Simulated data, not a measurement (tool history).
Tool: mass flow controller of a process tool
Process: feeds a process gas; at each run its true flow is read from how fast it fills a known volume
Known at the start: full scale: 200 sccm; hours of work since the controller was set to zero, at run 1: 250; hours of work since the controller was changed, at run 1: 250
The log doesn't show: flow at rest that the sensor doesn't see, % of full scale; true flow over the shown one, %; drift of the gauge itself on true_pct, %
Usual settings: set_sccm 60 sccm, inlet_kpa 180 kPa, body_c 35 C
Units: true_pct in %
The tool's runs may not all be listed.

run,day,set_sccm,inlet_kpa,body_c,hours of work since the controller was set to zero,hours of work since the controller was changed,true_pct
1,0,60,180,35,250,250,98.14
2,3.212,60,180,35,294,294,98.2
3,4.942,60,146,35,318,318,98.08
4,7.604,60,146,35,356,356,98.1
5,9.392,65,146,35,381,381,98.08
6,12.838,65,146,35,429,429,98.2
7,16.158,60,180,35,475,475,97.93
8,19.362,60,180,35,520,520,98.04
9,22.3,60,180,35,561,561,98.14
10,26.038,33,180,35,613,613,97.83
11,29.55,33,180,35,662,662,97.82
12,33.421,33,180,35,716,716,97.94
13,37.104,33,180,35,767,767,97.86
14,39.279,33,180,35,797,797,97.73
15,42.067,33,180,35,836,836,97.91
16,44.15,23,180,21,865,865,98.34
17,45.996,155,241,30,891,891,99.4
18,48.129,155,241,30,921,921,99.45
19,51.683,155,241,30,970,970,99.52
20,54.712,46,240,24,1012,1012,98.54
21,57.562,46,240,24,1052,1052,98.52
22,60.167,93,149,24,1089,1089,98.8
23,62.829,182,215,34,1126,1126,99.39
24,64.812,78,269,35,1153,1153,98.47

3 ways to go on from here, each from the tool as it stands after run 24. What would each give?
A,67.062,120,180,25,1185,1185,?
B,67.062,46,213,35,1185,1185,?
C,67.062,60,180,35,1185,1185,?

run,true_pct
A,99.18
B,97.96
C,98.12
Without the tool's hidden state the same runs would have given:
run,true_pct
A,99.18
B,97.96
C,98.12
